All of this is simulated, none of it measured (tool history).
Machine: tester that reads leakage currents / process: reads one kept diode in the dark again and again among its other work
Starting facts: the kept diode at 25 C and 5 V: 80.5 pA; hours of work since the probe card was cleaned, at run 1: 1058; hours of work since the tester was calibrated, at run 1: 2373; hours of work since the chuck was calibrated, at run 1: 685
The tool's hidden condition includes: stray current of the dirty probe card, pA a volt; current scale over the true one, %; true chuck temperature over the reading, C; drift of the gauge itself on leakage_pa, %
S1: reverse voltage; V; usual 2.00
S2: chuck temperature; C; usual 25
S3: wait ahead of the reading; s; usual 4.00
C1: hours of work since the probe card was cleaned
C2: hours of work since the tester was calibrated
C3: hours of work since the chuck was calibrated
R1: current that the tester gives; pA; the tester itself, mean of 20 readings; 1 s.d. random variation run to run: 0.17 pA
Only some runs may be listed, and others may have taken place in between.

run    hour     S1  S2    S3    C1    C2   C3       R1
  1     0.0   2.00  25  4.00  1058  2373  685    56.38
  2    81.1   2.00  25  4.00  1112  2427  739    56.41
  3   180.3   2.00  25  4.00  1179  2494  806    56.17
  4   244.8   4.25  25  4.00  1222  2537  849    80.78
      267.1  -- chuck's temperature calibrated
  5   328.1   2.00  25  1.53  1277  2592   41    55.33
      363.2  -- probe card cleaned and baked
  6   445.5   2.00  25  1.53    55  2669  118    49.54
  7   552.1   2.00  25  1.53   127  2740  189    49.51
  8   634.0   2.00  25  1.53   182  2795  244    49.68
  9   718.8   2.00  25  4.00   239  2852  301    49.25
      768.4  -- chuck's temperature calibrated, once more
 10   843.1   2.00  25  4.00   321  2934   50    57.51
 11   901.9  12.87  25  4.00   361  2974   90   131.35
 12  1015.6   1.74  25  4.00   437  3050  166    53.77
 13  1107.7   1.74  25  4.00   499  3112  228    53.87
 14  1206.2   1.74  25  4.00   565  3178  294    53.71
 15  1332.2   1.74  39  4.00   650  3263  379   162.15
 16  1414.7   2.00  25  4.00   705  3318  434    57.05
 17  1542.2  11.50  51  0.38   791  3404  520   864.96
 18  1638.7   8.62  34  5.57   855  3469  585   220.09
 19  1693.6   1.09  20  5.57   892  3506  622    28.87
 20  1770.4   5.20  56  5.57   944  3557  673   861.17
 21  1870.0   5.20  56  5.57  1011  3624  740   856.80
 22  1948.9   2.00  25  4.16  1064  3677  793    56.53
     2053.0  -- chuck's temperature calibrated
 23  2057.3   2.00  25  4.16  1135  3749    3    61.29
 24  2191.9   2.00  25  4.16  1226  3839   93    60.97
 25  2265.5   5.33  58  1.57  1275  3889  143  1042.52
     2300.3  -- probe card cleaned and baked
 26  2364.5   5.33  58  1.57    43  3953  207  1022.27
 27  2419.8   5.33  58  1.57    80  3990  244  1020.28
     2444.1  -- tester calibrated
 28  2513.7   4.59  43  4.00   142    47  306   319.58
 29  2638.2  11.94  30  6.48   226   130  390   175.44
 30  2762.5  11.94  30  6.48   309   214  473   175.36
 31  2840.7   2.59  30  6.63   362   266  526    90.25

Alternative continuations, all from the tool just after run 31; predict every row:
  A  2947.9  2.04  52  0.42  434  338  598   ?
  B  2947.9  4.46  25  4.00  434  338  598   ?
  C  2947.9  2.00  23  3.22  434  338  598   ?

run      R1
  A  433.33
  B   76.54
  C   45.57
Stripped of hidden state, with their random variation kept, the same runs would have yielded:
run      R1
  A  454.17
  B   77.06
  C   46.56

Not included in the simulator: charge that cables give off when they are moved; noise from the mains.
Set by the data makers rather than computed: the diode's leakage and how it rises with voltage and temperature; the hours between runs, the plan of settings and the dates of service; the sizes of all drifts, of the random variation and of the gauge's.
